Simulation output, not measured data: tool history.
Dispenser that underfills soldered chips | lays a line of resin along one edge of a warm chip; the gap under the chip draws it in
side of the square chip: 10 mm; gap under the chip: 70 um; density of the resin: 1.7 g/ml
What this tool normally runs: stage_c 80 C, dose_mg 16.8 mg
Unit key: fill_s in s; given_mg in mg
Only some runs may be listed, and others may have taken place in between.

run 1 hour=0 | stage_c=80 dose_mg=16.8 | fill_s=100.6 given_mg=16.02
run 2 hour=4.6 | stage_c=80 dose_mg=18.8 | fill_s=125 given_mg=17.74
run 3 hour=12 | stage_c=80 dose_mg=19.4 | fill_s=84.7 given_mg=18.43
run 4 hour=17.7 | stage_c=80 dose_mg=19.4 | fill_s=113.8 given_mg=18.52
run 5 hour=22.4 | stage_c=80 dose_mg=19.4 | fill_s=147.3 given_mg=18.23
run 6 hour=27.5 | stage_c=80 dose_mg=14.8 | fill_s=94.5 given_mg=14.03
run 7 hour=37.6 | stage_c=80 dose_mg=16.8 | fill_s=156.4 given_mg=15.82
run 8 hour=42.8 | stage_c=80 dose_mg=16.8 | fill_s=90.8 given_mg=15.81
run 9 hour=52.1 | stage_c=80 dose_mg=18.2 | fill_s=154.7 given_mg=17.03
run 10 hour=63.2 | stage_c=80 dose_mg=18.2 | fill_s=113.6 given_mg=18.07
run 11 hour=68.6 | stage_c=80 dose_mg=18.2 | fill_s=155.7 given_mg=18.08
run 12 hour=78.6 | stage_c=80 dose_mg=18.2 | fill_s=119.1 given_mg=18.12
run 13 hour=87.6 | stage_c=72 dose_mg=16.8 | fill_s=120.7 given_mg=16.57
run 14 hour=92.1 | stage_c=81 dose_mg=16.8 | fill_s=109.2 given_mg=16.52
run 15 hour=99.9 | stage_c=81 dose_mg=16.8 | fill_s=74.2 given_mg=16.59
run 16 hour=109.8 | stage_c=81 dose_mg=16.8 | fill_s=128.5 given_mg=16.53
run 17 hour=116 | stage_c=81 dose_mg=16.8 | fill_s=81.9 given_mg=16.3
run 18 hour=123.2 | stage_c=79 dose_mg=16.4 | fill_s=130.4 given_mg=16.03
run 19 hour=128.1 | stage_c=79 dose_mg=16.4 | fill_s=170.2 given_mg=16.07
run 20 hour=136.2 | stage_c=77 dose_mg=20.6 | fill_s=125.4 given_mg=20.16
run 21 hour=143.9 | stage_c=77 dose_mg=20.6 | fill_s=84.8 given_mg=20.01

Between the runs listed above, the log contained 11 entries, not reproduced here. Where in the sequence does each belong, and how does what the log doesn't record of the tool's condition differ from the listed run before to the listed run after?
Run 2 -> run 3: new syringe of resin (hour 9.8)
  resin's viscosity, % of fresh resin's: 168.8 -> 112.9; dose that the valve gives, % of what is set: 94.89 -> 94.69; true chip temperature over the reading, C: 0.12 -> 0.09
  measured less the result without the state, fill_s: +50.9 -> +9.9 s; given_mg: -0.95 -> -1.03 mg
Run 5 -> run 6: new syringe of resin (hour 24.5)
  resin's viscosity, % of fresh resin's: 198.2 -> 117; dose that the valve gives, % of what is set: 94.37 -> 94.23; true chip temperature over the reading, C: 0.05 -> 0.02
  measured less the result without the state, fill_s: +73.4 -> +15.5 s; given_mg: -1.09 -> -0.86 mg
Run 7 -> run 8: new syringe of resin (hour 39.1)
  resin's viscosity, % of fresh resin's: 202.9 -> 122.5; dose that the valve gives, % of what is set: 93.91 -> 93.73; true chip temperature over the reading, C: -0.01 -> -0.03
  measured less the result without the state, fill_s: +80.5 -> +17.9 s; given_mg: -1.03 -> -1.05 mg
Run 9 -> run 10: new syringe of resin (hour 54.1); dispensing valve cleaned and set on the balance (hour 55.8)
  resin's viscosity, % of fresh resin's: 203.5 -> 154.6; dose that the valve gives, % of what is set: 93.43 -> 99.47; true chip temperature over the reading, C: -0.07 -> -0.11
  measured less the result without the state, fill_s: +79.5 -> +40.4 s; given_mg: -1.19 -> -0.09 mg
Run 11 -> run 12: new syringe of resin (hour 69.8)
  resin's viscosity, % of fresh resin's: 206.9 -> 160.3; dose that the valve gives, % of what is set: 99.32 -> 99.01; true chip temperature over the reading, C: -0.13 -> -0.17
  measured less the result without the state, fill_s: +81.2 -> +45.2 s; given_mg: -0.12 -> -0.18 mg
Run 12 -> run 13: new syringe of resin (hour 84.6)
  resin's viscosity, % of fresh resin's: 160.3 -> 115.3; dose that the valve gives, % of what is set: 99.01 -> 98.74; true chip temperature over the reading, C: -0.17 -> -0.2
  measured less the result without the state, fill_s: +45.2 -> +17.1 s; given_mg: -0.18 -> -0.21 mg
Run 14 -> run 15: new syringe of resin (hour 99.7)
  resin's viscosity, % of fresh resin's: 147.3 -> 101.6; dose that the valve gives, % of what is set: 98.59 -> 98.34; true chip temperature over the reading, C: -0.23 -> -0.26
  measured less the result without the state, fill_s: +35.7 -> +2.2 s; given_mg: -0.24 -> -0.28 mg
Run 16 -> run 17: new syringe of resin (hour 114.4)
  resin's viscosity, % of fresh resin's: 173.3 -> 109.1; dose that the valve gives, % of what is set: 98 -> 97.81; true chip temperature over the reading, C: -0.3 -> -0.32
  measured less the result without the state, fill_s: +55.3 -> +8.1 s; given_mg: -0.33 -> -0.37 mg
Run 19 -> run 20: new syringe of resin (hour 129.2)
  resin's viscosity, % of fresh resin's: 210 -> 147.1; dose that the valve gives, % of what is set: 97.43 -> 97.16; true chip temperature over the reading, C: -0.37 -> -0.4
  measured less the result without the state, fill_s: +90.8 -> +41.6 s; given_mg: -0.42 -> -0.58 mg
Run 20 -> run 21: new syringe of resin (hour 143.9)
  resin's viscosity, % of fresh resin's: 147.1 -> 100.8; dose that the valve gives, % of what is set: 97.16 -> 96.92; true chip temperature over the reading, C: -0.4 -> -0.43
  measured less the result without the state, fill_s: +41.6 -> +2.2 s; given_mg: -0.58 -> -0.63 mg
